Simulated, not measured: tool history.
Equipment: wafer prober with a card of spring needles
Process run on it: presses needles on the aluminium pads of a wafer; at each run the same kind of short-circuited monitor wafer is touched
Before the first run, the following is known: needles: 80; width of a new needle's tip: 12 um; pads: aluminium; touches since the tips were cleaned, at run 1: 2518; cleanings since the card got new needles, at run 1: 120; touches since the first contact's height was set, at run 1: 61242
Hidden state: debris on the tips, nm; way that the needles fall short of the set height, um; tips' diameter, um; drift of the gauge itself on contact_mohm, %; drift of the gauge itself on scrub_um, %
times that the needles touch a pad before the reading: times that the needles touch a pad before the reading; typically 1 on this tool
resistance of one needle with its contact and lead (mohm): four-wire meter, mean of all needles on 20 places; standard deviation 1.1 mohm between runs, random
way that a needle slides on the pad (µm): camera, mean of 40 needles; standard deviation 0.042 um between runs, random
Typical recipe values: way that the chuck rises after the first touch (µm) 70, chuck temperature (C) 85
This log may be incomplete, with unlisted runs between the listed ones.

| run | day | way that the chuck rises after the first touch (µm) | chuck temperature (C) | times that the needles touch a pad before the reading | touches since the tips were cleaned | cleanings since the card got new needles | touches since the first contact's height was set | resistance of one needle with its contact and lead (mohm) | way that a needle slides on the pad (µm) |
|---|---|---|---|---|---|---|---|---|---|
| 1 | 0 | 70 | 85 | 1 | 2518 | 120 | 61242 | 206 | 17.36 |
|  | 0.183 | tips cleaned on abrasive film |
|  | 0.542 | tips cleaned on abrasive film |
|  | 0.9 | tips cleaned on abrasive film |
|  | 1.258 | tips cleaned on abrasive film |
|  | 1.708 | tips cleaned on abrasive film |
|  | 2.067 | tips cleaned on abrasive film |
|  | 2.425 | tips cleaned on abrasive film |
| 2 | 2.429 | 63 | 85 | 1 | 32 | 127 | 88610 | 198 | 15.42 |
|  | 2.788 | tips cleaned on abrasive film |
|  | 3.238 | tips cleaned on abrasive film |
|  | 3.596 | tips cleaned on abrasive film |
|  | 3.954 | tips cleaned on abrasive film |
| 3 | 4.283 | 63 | 85 | 1 | 3749 | 131 | 109596 | 210 | 15.37 |
|  | 4.375 | tips cleaned on abrasive film |
|  | 4.738 | tips cleaned on abrasive film |
|  | 4.75 | height of the first contact set anew |
|  | 5.108 | tips cleaned on abrasive film |
|  | 5.467 | tips cleaned on abrasive film |
|  | 5.917 | tips cleaned on abrasive film |
|  | 6.275 | tips cleaned on abrasive film |
| 4 | 6.325 | 63 | 85 | 1 | 588 | 137 | 17800 | 203 | 15.91 |
|  | 6.683 | tips cleaned on abrasive film |
|  | 7.042 | tips cleaned on abrasive film |
|  | 7.404 | tips cleaned on abrasive film |
| 5 | 7.712 | 70 | 85 | 1 | 3524 | 140 | 33474 | 207 | 17.52 |
|  | 7.804 | tips cleaned on abrasive film |
|  | 8.162 | tips cleaned on abrasive film |
|  | 8.612 | tips cleaned on abrasive film |
|  | 9.058 | tips cleaned on abrasive film |
| 6 | 9.175 | 70 | 85 | 1 | 1324 | 144 | 49987 | 204 | 17.49 |
|  | 9.446 | tips cleaned on abrasive film |
|  | 9.804 | tips cleaned on abrasive film |
|  | 10.254 | tips cleaned on abrasive film |
|  | 10.612 | tips cleaned on abrasive film |
|  | 10.971 | tips cleaned on abrasive film |
| 7 | 11.325 | 70 | 85 | 3 | 4040 | 149 | 74277 | 202 | 17.34 |
|  | 11.417 | tips cleaned on abrasive film |
|  | 11.779 | tips cleaned on abrasive film |
|  | 12.138 | tips cleaned on abrasive film |
|  | 12.496 | tips cleaned on abrasive film |
|  | 12.854 | tips cleaned on abrasive film |
|  | 13.304 | tips cleaned on abrasive film |
|  | 13.75 | tips cleaned on abrasive film |
| 8 | 13.875 | 70 | 85 | 2 | 1429 | 156 | 103042 | 201 | 17.1 |
|  | 14.146 | tips cleaned on abrasive film |
|  | 14.504 | tips cleaned on abrasive film |
|  | 14.867 | tips cleaned on abrasive film |
|  | 14.879 | height of the first contact set anew |
|  | 15.238 | tips cleaned on abrasive film |
| 9 | 15.271 | 70 | 85 | 2 | 380 | 160 | 4430 | 198 | 17.74 |
|  | 15.629 | tips cleaned on abrasive film |
|  | 15.988 | tips cleaned on abrasive film |
|  | 16.346 | tips cleaned on abrasive film |
|  | 16.704 | tips cleaned on abrasive film |
|  | 17.154 | tips cleaned on abrasive film |
|  | 17.512 | tips cleaned on abrasive film |
|  | 17.896 | tips cleaned on abrasive film |
| 10 | 17.896 | 70 | 85 | 2 | 0 | 167 | 34060 | 197 | 17.53 |
|  | 18.254 | tips cleaned on abrasive film |
|  | 18.612 | tips cleaned on abrasive film |
|  | 18.975 | tips cleaned on abrasive film |
|  | 19.421 | tips cleaned on abrasive film |
| 11 | 19.629 | 70 | 85 | 2 | 2367 | 171 | 53640 | 204 | 17.42 |
|  | 19.808 | tips cleaned on abrasive film |
|  | 20.171 | tips cleaned on abrasive film |
|  | 20.529 | tips cleaned on abrasive film |
|  | 20.975 | tips cleaned on abrasive film |
|  | 21.333 | tips cleaned on abrasive film |
|  | 21.696 | tips cleaned on abrasive film |
| 12 | 21.996 | 70 | 85 | 2 | 3444 | 177 | 80370 | 204 | 17.18 |
|  | 22.088 | tips cleaned on abrasive film |
|  | 22.45 | tips cleaned on abrasive film |
|  | 22.808 | tips cleaned on abrasive film |
|  | 23.254 | tips cleaned on abrasive film |
| 13 | 23.308 | 86 | 119 | 2 | 585 | 181 | 95128 | 203 | 21.2 |
|  | 23.667 | tips cleaned on abrasive film |
|  | 24.025 | tips cleaned on abrasive film |
|  | 24.471 | tips cleaned on abrasive film |
|  | 24.921 | tips cleaned on abrasive film |
|  | 25.021 | height of the first contact set anew |
| 14 | 25.046 | 83 | 33 | 1 | 1279 | 185 | 267 | 191 | 21.01 |
|  | 25.317 | tips cleaned on abrasive film |
|  | 25.675 | tips cleaned on abrasive film |
|  | 26.033 | tips cleaned on abrasive film |
|  | 26.392 | tips cleaned on abrasive film |
|  | 26.842 | tips cleaned on abrasive film |
|  | 27.2 | tips cleaned on abrasive film |
| 15 | 27.346 | 83 | 33 | 1 | 1681 | 191 | 26250 | 191 | 20.78 |
|  | 27.617 | tips cleaned on abrasive film |
|  | 28.067 | tips cleaned on abrasive film |
|  | 28.425 | tips cleaned on abrasive film |
| 16 | 28.675 | 51 | 55 | 1 | 2875 | 194 | 41275 | 218 | 12.72 |
|  | 28.858 | tips cleaned on abrasive film |
|  | 29.308 | tips cleaned on abrasive film |
|  | 29.667 | tips cleaned on abrasive film |
|  | 30.112 | tips cleaned on abrasive film |
| 17 | 30.362 | 69 | 63 | 2 | 2853 | 198 | 60329 | 202 | 17.14 |
|  | 30.546 | tips cleaned on abrasive film |
|  | 30.992 | tips cleaned on abrasive film |
|  | 31.354 | tips cleaned on abrasive film |
|  | 31.712 | tips cleaned on abrasive film |
|  | 32.071 | tips cleaned on abrasive film |
|  | 32.517 | tips cleaned on abrasive film |
| 18 | 32.55 | 64 | 85 | 1 | 341 | 204 | 84970 | 206 | 15.76 |
|  | 32.908 | tips cleaned on abrasive film |
|  | 33.267 | tips cleaned on abrasive film |
|  | 33.625 | tips cleaned on abrasive film |
|  | 34.075 | tips cleaned on abrasive film |
| 19 | 34.338 | 70 | 42 | 1 | 3005 | 208 | 105186 | 204 | 17.08 |
|  | 34.517 | tips cleaned on abrasive film |
|  | 34.879 | tips cleaned on abrasive film |
|  | 35.158 | height of the first contact set anew |
|  | 35.25 | tips cleaned on abrasive film |
|  | 35.608 | tips cleaned on abrasive film |
|  | 36.058 | tips cleaned on abrasive film |
|  | 36.417 | tips cleaned on abrasive film |
| 20 | 36.767 | 51 | 46 | 3 | 3984 | 214 | 18159 | 206 | 12.88 |
|  | 36.858 | tips cleaned on abrasive film |
|  | 37.217 | tips cleaned on abrasive film |
|  | 37.575 | tips cleaned on abrasive film |
|  | 37.933 | tips cleaned on abrasive film |
|  | 38.296 | tips cleaned on abrasive film |
| 21 | 38.317 | 70 | 49 | 2 | 277 | 219 | 35648 | 193 | 17.53 |
|  | 38.679 | tips cleaned on abrasive film |
|  | 39.125 | tips cleaned on abrasive film |
|  | 39.483 | tips cleaned on abrasive film |
|  | 39.846 | tips cleaned on abrasive film |
|  | 40.292 | tips cleaned on abrasive film |
| 22 | 40.425 | 70 | 29 | 2 | 1518 | 224 | 59442 | 194 | 17.34 |
|  | 40.696 | tips cleaned on abrasive film |
|  | 41.054 | tips cleaned on abrasive film |
|  | 41.412 | tips cleaned on abrasive film |
| 23 | 41.558 | 70 | 68 | 2 | 1639 | 227 | 72219 | 200 | 17.36 |

Run 24, settings as shown, results not yet in. Your forecast:
|  | 41.829 | tips cleaned on abrasive film |
|  | 42.188 | tips cleaned on abrasive film |
|  | 42.546 | tips cleaned on abrasive film |
|  | 42.904 | tips cleaned on abrasive film |
| 24 | 43.058 | 70 | 95 | 1 | 1727 | 231 | 89134 | ? | ? |

{"run 24": {"resistance of one needle with its contact and lead (mohm)": 213, "way that a needle slides on the pad (µm)": 17.21}}
Without the tool's hidden state the same run would have given resistance of one needle with its contact and lead (mohm) 200, way that a needle slides on the pad (µm) 17.7.

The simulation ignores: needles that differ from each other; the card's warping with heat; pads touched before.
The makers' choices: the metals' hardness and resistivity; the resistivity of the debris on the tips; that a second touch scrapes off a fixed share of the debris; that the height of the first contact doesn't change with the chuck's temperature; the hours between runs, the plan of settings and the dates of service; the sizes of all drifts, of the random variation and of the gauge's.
